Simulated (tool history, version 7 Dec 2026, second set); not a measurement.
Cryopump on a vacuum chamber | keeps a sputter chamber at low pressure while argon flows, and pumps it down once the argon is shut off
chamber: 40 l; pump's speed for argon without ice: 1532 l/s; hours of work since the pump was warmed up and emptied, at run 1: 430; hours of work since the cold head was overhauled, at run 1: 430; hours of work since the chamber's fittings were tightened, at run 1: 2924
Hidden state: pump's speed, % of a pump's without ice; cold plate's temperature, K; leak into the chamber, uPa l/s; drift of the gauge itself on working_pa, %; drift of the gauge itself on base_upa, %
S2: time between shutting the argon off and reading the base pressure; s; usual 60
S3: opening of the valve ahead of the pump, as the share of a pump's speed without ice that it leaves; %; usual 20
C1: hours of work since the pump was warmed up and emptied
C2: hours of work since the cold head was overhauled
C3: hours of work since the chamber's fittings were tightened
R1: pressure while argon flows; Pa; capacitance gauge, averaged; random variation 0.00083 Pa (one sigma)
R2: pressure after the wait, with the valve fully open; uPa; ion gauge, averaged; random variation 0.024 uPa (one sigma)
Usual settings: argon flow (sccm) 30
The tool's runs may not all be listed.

run 1 hour=0 | argon_flow_(sccm)=30 S2=60 S3=20 | C1=430 C2=430 C3=2924 | R1=0.1722 R2=2.16
run 2 hour=24.9 | argon_flow_(sccm)=30 S2=60 S3=20 | C1=450 C2=450 C3=2944 | R1=0.1721 R2=2.11
run 3 hour=46 | argon_flow_(sccm)=30 S2=60 S3=20 | C1=468 C2=468 C3=2962 | R1=0.173 R2=2.17
run 4 hour=63.1 | argon_flow_(sccm)=30 S2=60 S3=20 | C1=482 C2=482 C3=2976 | R1=0.1722 R2=2.24
run 5 hour=79.9 | argon_flow_(sccm)=30 S2=60 S3=20 | C1=496 C2=496 C3=2990 | R1=0.1722 R2=2.21
run 6 hour=95.6 | argon_flow_(sccm)=30 S2=60 S3=20 | C1=509 C2=509 C3=3002 | R1=0.1722 R2=2.25
run 7 hour=118.5 | argon_flow_(sccm)=30 S2=60 S3=20 | C1=528 C2=528 C3=3021 | R1=0.1727 R2=2.21
run 8 hour=141 | argon_flow_(sccm)=30 S2=60 S3=20 | C1=546 C2=546 C3=3040 | R1=0.1735 R2=2.24
run 9 hour=151.7 | argon_flow_(sccm)=30 S2=60 S3=20 | C1=555 C2=555 C3=3049 | R1=0.1741 R2=2.26
run 10 hour=174.7 | argon_flow_(sccm)=30 S2=43 S3=20 | C1=574 C2=574 C3=3068 | R1=0.1743 R2=2.53
run 11 hour=196.9 | argon_flow_(sccm)=30 S2=43 S3=20 | C1=592 C2=592 C3=3086 | R1=0.1754 R2=2.53
run 12 hour=219.6 | argon_flow_(sccm)=30 S2=43 S3=20 | C1=611 C2=611 C3=3105 | R1=0.1756 R2=2.58
-- hour=233 pump warmed up, emptied and cooled again
run 13 hour=244.3 | argon_flow_(sccm)=30 S2=43 S3=20 | C1=9 C2=627 C3=3121 | R1=0.1659 R2=2.25
run 14 hour=260 | argon_flow_(sccm)=36 S2=60 S3=20 | C1=22 C2=640 C3=3134 | R1=0.1995 R2=2.01
run 15 hour=276.5 | argon_flow_(sccm)=45 S2=29 S3=20 | C1=36 C2=654 C3=3148 | R1=0.2515 R2=2.73
run 16 hour=295.7 | argon_flow_(sccm)=45 S2=29 S3=20 | C1=52 C2=670 C3=3164 | R1=0.2492 R2=2.8
run 17 hour=316.3 | argon_flow_(sccm)=60 S2=60 S3=34 | C1=69 C2=687 C3=3181 | R1=0.1999 R2=2.06
run 18 hour=335.9 | argon_flow_(sccm)=60 S2=60 S3=34 | C1=85 C2=703 C3=3197 | R1=0.1984 R2=2.06
run 19 hour=348.6 | argon_flow_(sccm)=14 S2=49 S3=34 | C1=95 C2=713 C3=3207 | R1=0.0465 R2=2.27
run 20 hour=371.7 | argon_flow_(sccm)=14 S2=60 S3=20 | C1=114 C2=732 C3=3226 | R1=0.0778 R2=2.11
run 21 hour=387.7 | argon_flow_(sccm)=26 S2=213 S3=34 | C1=128 C2=746 C3=3240 | R1=0.0871 R2=1.63
run 22 hour=403 | argon_flow_(sccm)=26 S2=78 S3=27 | C1=140 C2=758 C3=3252 | R1=0.1078 R2=1.92
run 23 hour=416.7 | argon_flow_(sccm)=34 S2=78 S3=56 | C1=152 C2=770 C3=3263 | R1=0.0708 R2=1.97
run 24 hour=427.3 | argon_flow_(sccm)=30 S2=229 S3=25 | C1=160 C2=778 C3=3272 | R1=0.1352 R2=1.59
run 25 hour=443.6 | argon_flow_(sccm)=24 S2=149 S3=27 | C1=174 C2=792 C3=3286 | R1=0.1004 R2=1.77
run 26 hour=467.6 | argon_flow_(sccm)=24 S2=149 S3=27 | C1=194 C2=812 C3=3305 | R1=0.1002 R2=1.73
run 27 hour=491.6 | argon_flow_(sccm)=13 S2=31 S3=35 | C1=213 C2=831 C3=3325 | R1=0.042 R2=2.83
run 28 hour=505.2 | argon_flow_(sccm)=22 S2=31 S3=35 | C1=225 C2=843 C3=3337 | R1=0.0716 R2=2.75

The same runs without the tool's hidden state, with the same run-to-run variation:
run=1 R1=0.1658 R2=0.86
run=2 R1=0.1654 R2=0.81
run=3 R1=0.166 R2=0.86
run=4 R1=0.165 R2=0.86
run=5 R1=0.1648 R2=0.87
run=6 R1=0.1645 R2=0.88
run=7 R1=0.1646 R2=0.84
run=8 R1=0.1651 R2=0.85
run=9 R1=0.1655 R2=0.86
run=10 R1=0.1654 R2=1.09
run=11 R1=0.166 R2=1.11
run=12 R1=0.166 R2=1.09
run=13 R1=0.165 R2=1.12
run=14 R1=0.1983 R2=0.85
run=15 R1=0.2497 R2=1.56
run=16 R1=0.2471 R2=1.6
run=17 R1=0.1966 R2=0.86
run=18 R1=0.1947 R2=0.83
run=19 R1=0.0456 R2=1.04
run=20 R1=0.0768 R2=0.87
run=21 R1=0.085 R2=0.38
run=22 R1=0.1056 R2=0.67
run=23 R1=0.0677 R2=0.7
run=24 R1=0.1324 R2=0.34
run=25 R1=0.098 R2=0.45
run=26 R1=0.0976 R2=0.45
run=27 R1=0.0405 R2=1.5
run=28 R1=0.0689 R2=1.43

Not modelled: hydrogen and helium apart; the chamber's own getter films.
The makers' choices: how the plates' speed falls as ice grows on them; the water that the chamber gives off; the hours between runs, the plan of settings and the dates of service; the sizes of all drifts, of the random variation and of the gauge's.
